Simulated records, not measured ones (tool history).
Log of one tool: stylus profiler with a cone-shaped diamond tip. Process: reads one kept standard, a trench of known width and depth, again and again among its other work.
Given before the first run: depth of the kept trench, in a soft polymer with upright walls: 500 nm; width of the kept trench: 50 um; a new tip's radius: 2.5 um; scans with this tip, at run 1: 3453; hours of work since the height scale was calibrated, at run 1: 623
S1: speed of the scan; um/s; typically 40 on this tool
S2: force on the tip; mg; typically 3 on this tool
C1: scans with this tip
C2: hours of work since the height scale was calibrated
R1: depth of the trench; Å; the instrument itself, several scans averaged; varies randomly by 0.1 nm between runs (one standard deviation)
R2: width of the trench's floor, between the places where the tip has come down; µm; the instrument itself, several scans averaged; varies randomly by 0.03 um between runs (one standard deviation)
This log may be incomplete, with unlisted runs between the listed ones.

run,day,S1,S2,C1,C2,R1,R2
1,0,40,3,3453,623,5082.4,46.26
2,2.567,40,3,3638,656,5085.4,46.27
3,3.75,40,3,3723,671,5081.2,46.26
4,5.262,40,3,3832,691,5082.7,46.29
5,6.788,152,3,3942,711,5082.2,45.69
6,8.988,59,1.01,4101,739,5033.4,45.88
7,11.75,74,1.43,4301,775,5046.1,45.86
8,13.321,33,2.08,4414,796,5060,46.14
9,14.521,38,1.02,4501,812,5033.3,46.05
10,15.688,125,1.55,4585,827,5046,45.47

Below are 5 alternative next runs, each starting from the tool's condition after run 10. Predict each:
A,17.371,40,3.42,4706,849,?,?
B,17.371,15,1.55,4706,849,?,?
C,17.371,13,3.51,4706,849,?,?
D,17.371,44,2.01,4706,849,?,?
E,17.371,63,1.17,4706,849,?,?

run,R1,R2
A,5089.9,46.1
B,5045.7,46.15
C,5092,46.21
D,5059.3,46.04
E,5034.5,45.85
Take away the tool's hidden state, keep each run's random variation, and the runs would have read:
run,R1,R2
A,5104,46.81
B,5059.7,46.86
C,5106.1,46.92
D,5073.4,46.75
E,5048.5,46.56
